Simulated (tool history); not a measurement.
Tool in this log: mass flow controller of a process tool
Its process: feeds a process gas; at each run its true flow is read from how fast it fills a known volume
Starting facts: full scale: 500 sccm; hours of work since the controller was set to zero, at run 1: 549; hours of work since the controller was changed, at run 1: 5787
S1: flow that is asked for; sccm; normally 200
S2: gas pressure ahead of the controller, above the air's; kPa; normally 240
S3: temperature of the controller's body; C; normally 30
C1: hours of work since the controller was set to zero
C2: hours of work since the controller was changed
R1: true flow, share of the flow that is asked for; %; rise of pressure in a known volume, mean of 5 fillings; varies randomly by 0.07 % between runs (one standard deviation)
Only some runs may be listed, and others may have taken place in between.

| run | hour | S1 | S2 | S3 | C1 | C2 | R1 |
|---|---|---|---|---|---|---|---|
| 1 | 0.0 | 200 | 240 | 30 | 549 | 5787 | 97.79 |
| 2 | 477.1 | 200 | 240 | 30 | 729 | 5968 | 97.70 |
| 3 | 772.7 | 200 | 240 | 30 | 841 | 6080 | 97.65 |
| 4 | 1030.8 | 200 | 240 | 30 | 939 | 6177 | 97.47 |
| 5 | 1479.6 | 200 | 240 | 30 | 1109 | 6347 | 97.41 |
| 6 | 1958.7 | 200 | 240 | 30 | 1290 | 6529 | 97.31 |
| 7 | 2190.2 | 200 | 240 | 30 | 1378 | 6616 | 97.30 |
| 8 | 2507.1 | 200 | 240 | 30 | 1498 | 6736 | 97.28 |
| 9 | 2940.4 | 200 | 240 | 30 | 1662 | 6900 | 97.18 |
| 10 | 3161.2 | 200 | 240 | 30 | 1745 | 6984 | 96.97 |
| 11 | 3489.5 | 200 | 240 | 30 | 1870 | 7108 | 96.97 |
| 12 | 3881.6 | 204 | 240 | 30 | 2018 | 7257 | 97.03 |
| 13 | 4347.2 | 58 | 240 | 30 | 2194 | 7433 | 93.44 |
| 14 | 4711.4 | 58 | 240 | 30 | 2332 | 7571 | 93.26 |
| 15 | 4989.1 | 200 | 148 | 30 | 2437 | 7676 | 96.39 |
| 16 | 5259.0 | 200 | 141 | 30 | 2539 | 7778 | 96.25 |
| 17 | 5767.5 | 200 | 141 | 30 | 2732 | 7971 | 95.99 |
| 18 | 6253.2 | 200 | 141 | 30 | 2916 | 8154 | 95.86 |
| 19 | 6547.4 | 200 | 141 | 30 | 3027 | 8266 | 95.81 |
| 20 | 6769.4 | 200 | 141 | 30 | 3111 | 8350 | 95.87 |
| 21 | 7180.2 | 200 | 173 | 30 | 3267 | 8505 | 95.90 |
| 22 | 7663.2 | 200 | 160 | 30 | 3450 | 8688 | 95.76 |
| 23 | 7972.0 | 200 | 160 | 30 | 3567 | 8805 | 95.62 |
| 24 | 8325.5 | 200 | 160 | 30 | 3700 | 8939 | 95.51 |
| 25 | 8562.1 | 330 | 237 | 22 | 3790 | 9029 | 96.35 |
| 26 | 9056.1 | 200 | 163 | 30 | 3977 | 9216 | 95.46 |
| 27 | 9452.0 | 181 | 240 | 33 | 4127 | 9365 | 95.62 |
| 28 | 9901.7 | 479 | 160 | 21 | 4297 | 9536 | 96.85 |
| 29 | 10296.0 | 479 | 160 | 21 | 4446 | 9685 | 96.90 |
| 30 | 10700.8 | 479 | 160 | 21 | 4600 | 9838 | 96.85 |
| 31 | 11019.1 | 201 | 240 | 30 | 4720 | 9959 | 95.34 |
| 32 | 11292.4 | 201 | 240 | 30 | 4824 | 10062 | 95.16 |
| 33 | 11703.5 | 201 | 240 | 30 | 4979 | 10218 | 95.10 |
| 34 | 11984.1 | 457 | 207 | 37 | 5085 | 10324 | 98.37 |
|  | 12030.9 | controller's zero set anew |
| 35 | 12282.3 | 457 | 207 | 37 | 95 | 10437 | 99.52 |
| 36 | 12522.2 | 200 | 240 | 36 | 186 | 10528 | 97.84 |
| 37 | 12834.8 | 200 | 276 | 38 | 304 | 10646 | 98.14 |
| 38 | 13348.1 | 171 | 276 | 38 | 499 | 10840 | 97.89 |
| 39 | 13679.1 | 171 | 276 | 38 | 624 | 10965 | 97.63 |
| 40 | 13912.0 | 279 | 147 | 30 | 712 | 11054 | 97.06 |
| 41 | 14373.2 | 279 | 147 | 30 | 887 | 11228 | 96.97 |
| 42 | 14786.5 | 140 | 240 | 30 | 1043 | 11385 | 96.05 |
|  | 15027.6 | controller exchanged for a calibrated one |
| 43 | 15147.6 | 480 | 262 | 34 | 45 | 45 | 101.01 |
| 44 | 15427.9 | 67 | 193 | 28 | 152 | 152 | 97.57 |
| 45 | 15670.6 | 145 | 270 | 36 | 243 | 243 | 99.30 |
| 46 | 15977.3 | 439 | 201 | 29 | 360 | 360 | 99.95 |
| 47 | 16474.9 | 404 | 200 | 24 | 548 | 548 | 99.11 |

Each row is a separate what-if for the run after 47, all from the same tool condition, not one after another. Results?
| A | 16756.3 | 407 | 188 | 27 | 654 | 654 | ? |
| B | 16756.3 | 323 | 240 | 21 | 654 | 654 | ? |
| C | 16756.3 | 208 | 160 | 39 | 654 | 654 | ? |

| run | R1 |
|---|---|
| A | 99.49 |
| B | 98.35 |
| C | 99.34 |
Without the tool's unlogged condition, the same runs would have read:
| run | R1 |
|---|---|
| A | 99.73 |
| B | 98.64 |
| C | 99.74 |
